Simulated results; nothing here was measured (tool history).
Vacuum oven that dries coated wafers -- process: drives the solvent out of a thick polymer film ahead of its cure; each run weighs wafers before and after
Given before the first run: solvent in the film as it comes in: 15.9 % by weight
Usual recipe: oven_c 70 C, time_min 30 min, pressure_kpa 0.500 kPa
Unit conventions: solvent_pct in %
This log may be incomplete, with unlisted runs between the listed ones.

run,day,oven_c,time_min,pressure_kpa,solvent_pct
1,0.000,70,30,0.500,3.27
2,0.633,70,30,0.500,3.19
3,1.046,70,30,0.500,3.25
4,1.450,70,30,0.500,3.29
5,1.929,70,30,0.500,3.31
6,2.804,70,30,0.500,3.28
7,3.483,70,30,0.500,3.29
8,4.217,70,27,0.500,3.67
9,4.608,70,27,0.500,3.74
10,5.483,70,27,0.500,3.65
11,6.042,70,27,0.500,3.80
12,6.617,70,27,0.500,3.70
13,7.092,70,27,0.500,3.74
14,7.900,70,30,0.500,3.34
15,8.746,70,30,0.500,3.25
16,9.121,70,30,0.500,3.32
17,9.608,70,30,0.500,3.22
18,10.104,70,30,0.500,3.29
19,10.471,70,30,0.500,3.42
20,11.300,70,30,0.500,3.24
21,11.883,70,30,0.500,3.25
22,12.342,70,30,0.500,3.17
23,13.042,70,30,0.500,3.23
24,13.471,70,30,0.500,3.26
25,13.904,70,30,0.500,3.27
26,14.775,70,23,0.356,4.36
27,15.442,75,30,1.468,3.06
28,15.842,75,30,1.468,3.11
29,16.250,79,30,0.646,1.71
30,16.933,65,36,1.015,4.21
31,17.817,81,35,0.344,0.90
32,18.571,81,35,0.344,0.86
33,19.308,81,35,0.344,0.98
34,19.696,81,35,0.344,1.03
35,20.125,74,30,1.880,3.48
36,20.733,83,30,0.282,1.10
37,21.242,79,36,1.868,2.05
38,21.925,79,36,1.868,2.01
39,22.433,78,18,1.475,4.32

Predict the results of run 40:
40,23.167,78,18,1.475,?

solvent_pct: 4.35 %
The same run, on a tool lacking any hidden state, would have yielded solvent_pct 4.34 %.
